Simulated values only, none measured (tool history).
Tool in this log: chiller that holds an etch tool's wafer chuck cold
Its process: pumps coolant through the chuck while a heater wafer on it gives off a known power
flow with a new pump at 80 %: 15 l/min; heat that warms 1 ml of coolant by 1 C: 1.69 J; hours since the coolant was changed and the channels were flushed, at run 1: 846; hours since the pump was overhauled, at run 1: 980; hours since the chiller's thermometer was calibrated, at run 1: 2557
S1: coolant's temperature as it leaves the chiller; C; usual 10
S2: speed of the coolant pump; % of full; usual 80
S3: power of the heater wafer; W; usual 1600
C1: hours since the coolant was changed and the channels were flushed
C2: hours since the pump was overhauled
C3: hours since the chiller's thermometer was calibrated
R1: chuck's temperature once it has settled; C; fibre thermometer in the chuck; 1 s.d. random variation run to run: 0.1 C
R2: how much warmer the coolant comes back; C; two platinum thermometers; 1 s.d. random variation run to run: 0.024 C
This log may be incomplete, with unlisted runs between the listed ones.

run 1 hour=0 | S1=10 S2=80 S3=1600 | C1=846 C2=980 C3=2557 | R1=19.4 R2=3.81
run 2 hour=15.1 | S1=10 S2=92 S3=1600 | C1=861 C2=995 C3=2572 | R1=18.5 R2=3.3
run 3 hour=43.6 | S1=10 S2=92 S3=1600 | C1=890 C2=1024 C3=2601 | R1=18.4 R2=3.28
run 4 hour=65.9 | S1=10 S2=92 S3=1600 | C1=912 C2=1046 C3=2623 | R1=18.5 R2=3.23
run 5 hour=86.2 | S1=10 S2=92 S3=1600 | C1=932 C2=1066 C3=2643 | R1=18.4 R2=3.22
run 6 hour=117.1 | S1=10 S2=92 S3=1600 | C1=963 C2=1097 C3=2674 | R1=18.5 R2=3.24
run 7 hour=139.2 | S1=10 S2=92 S3=1600 | C1=985 C2=1119 C3=2696 | R1=18.4 R2=3.24
run 8 hour=160.2 | S1=10 S2=92 S3=1600 | C1=1006 C2=1140 C3=2717 | R1=18.3 R2=3.24
run 9 hour=175.5 | S1=10 S2=61 S3=1441 | C1=1022 C2=1155 C3=2733 | R1=20.9 R2=4.47
run 10 hour=202.9 | S1=10 S2=61 S3=1441 | C1=1049 C2=1183 C3=2760 | R1=20.9 R2=4.5
run 11 hour=229.2 | S1=16 S2=89 S3=898 | C1=1075 C2=1209 C3=2786 | R1=20.7 R2=1.81
run 12 hour=249.2 | S1=16 S2=89 S3=898 | C1=1095 C2=1229 C3=2806 | R1=20.7 R2=1.81
run 13 hour=277.7 | S1=16 S2=92 S3=2256 | C1=1124 C2=1258 C3=2835 | R1=27.8 R2=4.54
run 14 hour=302.8 | S1=16 S2=92 S3=2256 | C1=1149 C2=1283 C3=2860 | R1=27.6 R2=4.52
run 15 hour=332.6 | S1=19 S2=89 S3=2256 | C1=1179 C2=1312 C3=2890 | R1=31.1 R2=4.67

Forecast each of these 5 alternatives for the next run:
run A hour=350.9 | S1=10 S2=80 S3=1858 | C1=1197 C2=1331 C3=2908 | R1=? R2=?
run B hour=350.9 | S1=19 S2=70 S3=2256 | C1=1197 C2=1331 C3=2908 | R1=? R2=?
run C hour=350.9 | S1=20 S2=97 S3=1600 | C1=1197 C2=1331 C3=2908 | R1=? R2=?
run D hour=350.9 | S1=0 S2=80 S3=1600 | C1=1197 C2=1331 C3=2908 | R1=? R2=?
run E hour=350.9 | S1=13 S2=80 S3=1250 | C1=1197 C2=1331 C3=2908 | R1=? R2=?

run=A R1=20.9 R2=4.24
run=B R1=34.2 R2=5.97
run=C R1=28 R2=2.94
run=D R1=9.5 R2=3.63
run=E R1=20.2 R2=2.82
The same runs, with their run-to-run variation unchanged, on a tool lacking any hidden condition would have given:
run=A R1=20.9 R2=4.4
run=B R1=34.1 R2=6.12
run=C R1=28 R2=3.09
run=D R1=9.5 R2=3.79
run=E R1=20.2 R2=2.97
